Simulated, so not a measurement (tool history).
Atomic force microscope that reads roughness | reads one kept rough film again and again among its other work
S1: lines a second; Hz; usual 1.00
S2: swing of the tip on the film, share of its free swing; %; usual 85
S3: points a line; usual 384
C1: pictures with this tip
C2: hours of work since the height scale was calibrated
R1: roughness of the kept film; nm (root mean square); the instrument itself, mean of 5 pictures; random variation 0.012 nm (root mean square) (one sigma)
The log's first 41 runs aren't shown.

{"run": 42, "hour": 324.2, "S1": 1.02, "S2": 80, "S3": 347, "C1": 285, "C2": 453, "R1": 2.903}
{"run": 43, "hour": 332.0, "S1": 2.44, "S2": 62, "S3": 384, "C1": 302, "C2": 458, "R1": 2.907}
{"hour": 338.9, "done": "new tip fitted"}
{"run": 44, "hour": 339.9, "S1": 1.0, "S2": 71, "S3": 330, "C1": 2, "C2": 464, "R1": 2.957}
{"run": 45, "hour": 346.9, "S1": 1.0, "S2": 71, "S3": 330, "C1": 17, "C2": 469, "R1": 2.96}
{"run": 46, "hour": 357.3, "S1": 1.0, "S2": 71, "S3": 330, "C1": 40, "C2": 476, "R1": 2.958}
{"run": 47, "hour": 365.1, "S1": 3.04, "S2": 61, "S3": 330, "C1": 57, "C2": 482, "R1": 2.932}
{"run": 48, "hour": 375.6, "S1": 1.02, "S2": 85, "S3": 384, "C1": 80, "C2": 489, "R1": 2.889}
{"run": 49, "hour": 381.8, "S1": 1.02, "S2": 85, "S3": 384, "C1": 94, "C2": 494, "R1": 2.889}
{"run": 50, "hour": 388.9, "S1": 1.02, "S2": 85, "S3": 384, "C1": 109, "C2": 499, "R1": 2.895}
{"run": 51, "hour": 395.3, "S1": 1.91, "S2": 85, "S3": 811, "C1": 123, "C2": 504, "R1": 2.817}
{"run": 52, "hour": 399.8, "S1": 1.11, "S2": 85, "S3": 662, "C1": 133, "C2": 507, "R1": 2.908}

Forecast each of these 3 alternatives for the next run:
{"run": "A", "hour": 408.0, "S1": 1.0, "S2": 71, "S3": 812, "C1": 151, "C2": 513, "R1": "?"}
{"run": "B", "hour": 408.0, "S1": 1.43, "S2": 70, "S3": 722, "C1": 151, "C2": 513, "R1": "?"}
{"run": "C", "hour": 408.0, "S1": 1.11, "S2": 67, "S3": 391, "C1": 151, "C2": 513, "R1": "?"}

run=A R1=2.980
run=B R1=2.963
run=C R1=2.981
Without the tool's hidden state the same runs would have given:
run=A R1=2.984
run=B R1=2.966
run=C R1=2.985
